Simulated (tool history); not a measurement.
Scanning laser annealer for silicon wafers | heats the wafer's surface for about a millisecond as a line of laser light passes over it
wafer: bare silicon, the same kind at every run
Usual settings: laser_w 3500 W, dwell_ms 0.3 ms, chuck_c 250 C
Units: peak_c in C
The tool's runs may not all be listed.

run,day,laser_w,dwell_ms,chuck_c,peak_c
1,0,3500,0.3,250,930
2,2.354,3628,0.3,250,963
3,5.404,3628,0.3,250,954
4,7.575,3628,0.241,250,890
5,9.433,3628,0.241,250,887
6,12.096,3500,0.3,250,914
7,14.012,3500,0.3,250,915
# day 14.488: window over the wafer cleaned
8,15.742,3500,0.305,250,956
9,18.058,3500,0.3,250,951
10,19.533,3500,0.3,250,948
11,22.179,3500,0.3,250,948
12,24.725,3500,0.3,250,941
13,26.346,3500,0.252,240,879
14,28.35,3267,0.3,275,905
15,29.646,3267,0.3,275,908
16,31.412,3267,0.3,275,902
17,33.292,3590,0.3,250,955
18,34.658,3590,0.3,250,950
19,37.8,3350,0.214,250,801
20,39.775,3226,0.263,250,824
21,42.217,3226,0.263,250,819
22,45.367,3774,0.349,276,1059
23,47.879,3774,0.349,276,1058

Forecast each of these 5 alternatives for the next run:
A,49.8,3500,0.228,251,?
B,49.8,3162,0.349,278,?
C,49.8,3043,0.3,220,?
D,49.8,3044,0.3,250,?
E,49.8,3642,0.351,284,?

run,peak_c
A,839
B,899
C,771
D,804
E,1030
Without the tool's hidden state the same runs would have given:
run,peak_c
A,881
B,943
C,810
D,843
E,1083
